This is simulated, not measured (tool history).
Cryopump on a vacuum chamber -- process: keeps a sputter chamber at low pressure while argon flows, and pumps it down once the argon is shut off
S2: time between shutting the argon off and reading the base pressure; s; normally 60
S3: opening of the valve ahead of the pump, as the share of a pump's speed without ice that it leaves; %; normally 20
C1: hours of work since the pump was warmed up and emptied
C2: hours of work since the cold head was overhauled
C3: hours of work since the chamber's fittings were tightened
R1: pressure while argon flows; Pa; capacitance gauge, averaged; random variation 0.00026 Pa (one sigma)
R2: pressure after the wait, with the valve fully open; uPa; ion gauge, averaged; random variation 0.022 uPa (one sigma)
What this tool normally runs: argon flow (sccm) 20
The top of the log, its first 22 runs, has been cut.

{"run": 23, "hour": 1488.2, "argon flow (sccm)": 11, "S2": 30, "S3": 39, "C1": 114, "C2": 1527, "C3": 87, "R1": 0.0203, "R2": 1.07}
{"run": 24, "hour": 1560.5, "argon flow (sccm)": 11, "S2": 30, "S3": 39, "C1": 153, "C2": 1566, "C3": 126, "R1": 0.0201, "R2": 1.13}
{"run": 25, "hour": 1630.3, "argon flow (sccm)": 11, "S2": 30, "S3": 39, "C1": 191, "C2": 1604, "C3": 164, "R1": 0.02, "R2": 1.23}
{"run": 26, "hour": 1716.2, "argon flow (sccm)": 11, "S2": 30, "S3": 39, "C1": 237, "C2": 1651, "C3": 211, "R1": 0.0199, "R2": 1.24}
{"run": 27, "hour": 1781.8, "argon flow (sccm)": 11, "S2": 30, "S3": 39, "C1": 273, "C2": 1686, "C3": 246, "R1": 0.0205, "R2": 1.29}
{"run": 28, "hour": 1870.5, "argon flow (sccm)": 20, "S2": 266, "S3": 23, "C1": 321, "C2": 1734, "C3": 294, "R1": 0.0625, "R2": 0.59}
{"run": 29, "hour": 1938.0, "argon flow (sccm)": 25, "S2": 60, "S3": 41, "C1": 357, "C2": 1771, "C3": 331, "R1": 0.0445, "R2": 0.98}
{"run": 30, "hour": 1993.2, "argon flow (sccm)": 25, "S2": 52, "S3": 43, "C1": 387, "C2": 1801, "C3": 361, "R1": 0.0426, "R2": 1.06}
{"run": 31, "hour": 2084.2, "argon flow (sccm)": 20, "S2": 69, "S3": 18, "C1": 437, "C2": 1850, "C3": 410, "R1": 0.0795, "R2": 1.08}
{"run": 32, "hour": 2154.0, "argon flow (sccm)": 23, "S2": 56, "S3": 25, "C1": 475, "C2": 1888, "C3": 448, "R1": 0.0665, "R2": 1.16}
{"run": 33, "hour": 2215.5, "argon flow (sccm)": 23, "S2": 56, "S3": 25, "C1": 508, "C2": 1921, "C3": 481, "R1": 0.0666, "R2": 1.26}

Branching from run 33: 3 alternative next runs. What would each branch give?
{"run": "A", "hour": 2273.4, "argon flow (sccm)": 9, "S2": 283, "S3": 40, "C1": 539, "C2": 1953, "C3": 513, "R1": "?", "R2": "?"}
{"run": "B", "hour": 2273.4, "argon flow (sccm)": 9, "S2": 28, "S3": 25, "C1": 539, "C2": 1953, "C3": 513, "R1": "?", "R2": "?"}
{"run": "C", "hour": 2273.4, "argon flow (sccm)": 11, "S2": 202, "S3": 19, "C1": 539, "C2": 1953, "C3": 513, "R1": "?", "R2": "?"}

run=A R1=0.0165 R2=0.89
run=B R1=0.0263 R2=1.7
run=C R1=0.0417 R2=0.97
Without the tool's hidden state the same runs would have given:
run=A R1=0.0156 R2=0.19
run=B R1=0.0254 R2=1
run=C R1=0.0406 R2=0.25
